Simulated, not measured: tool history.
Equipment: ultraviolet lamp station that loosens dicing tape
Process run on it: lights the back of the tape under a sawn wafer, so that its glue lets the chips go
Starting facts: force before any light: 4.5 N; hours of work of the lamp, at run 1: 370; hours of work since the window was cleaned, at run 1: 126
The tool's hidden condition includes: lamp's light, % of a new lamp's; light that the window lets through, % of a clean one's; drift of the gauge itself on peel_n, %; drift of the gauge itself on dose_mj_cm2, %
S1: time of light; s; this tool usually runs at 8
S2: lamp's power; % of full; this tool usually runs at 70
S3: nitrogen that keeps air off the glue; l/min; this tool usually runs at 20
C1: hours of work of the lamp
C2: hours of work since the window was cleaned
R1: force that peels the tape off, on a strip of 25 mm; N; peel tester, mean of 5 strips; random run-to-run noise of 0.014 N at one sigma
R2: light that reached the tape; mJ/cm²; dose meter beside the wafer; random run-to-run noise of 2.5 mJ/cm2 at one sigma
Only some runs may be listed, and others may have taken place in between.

run,hour,S1,S2,S3,C1,C2,R1,R2
1,0,8,70,20,370,126,0.984,227
2,57.9,8,70,20,397,154,1.023,229
3,96.7,8,70,20,415,172,1.056,224
4,136.5,8,70,20,434,191,1.024,218
5,193.5,8,70,6,461,218,1.923,218
6,235.9,8,70,6,481,238,1.95,212
7,279.2,8,79,27,502,258,0.828,236
8,329.9,8,85,18,526,282,0.964,248
# hour 333.5: window cleaned of glue's vapour
9,374.7,8,85,18,546,19,0.919,238
10,411.8,8,77,7,564,37,1.779,219
11,478.4,9,70,10,595,68,1.565,218
12,521,9,70,10,616,89,1.51,213

How the hidden state differs across the entries between the runs, from the last listed run before each to the first after it:
Between runs 8 and 9: window cleaned of glue's vapour (hour 333.5)
  lamp's light, % of a new lamp's: 73.4 -> 72.4; light that the window lets through, % of a clean one's: 94.7 -> 93.8
  difference, measured minus the result without the unlogged condition, R1: +0.444 -> +0.437 N; R2: -109 -> -114 mJ/cm²

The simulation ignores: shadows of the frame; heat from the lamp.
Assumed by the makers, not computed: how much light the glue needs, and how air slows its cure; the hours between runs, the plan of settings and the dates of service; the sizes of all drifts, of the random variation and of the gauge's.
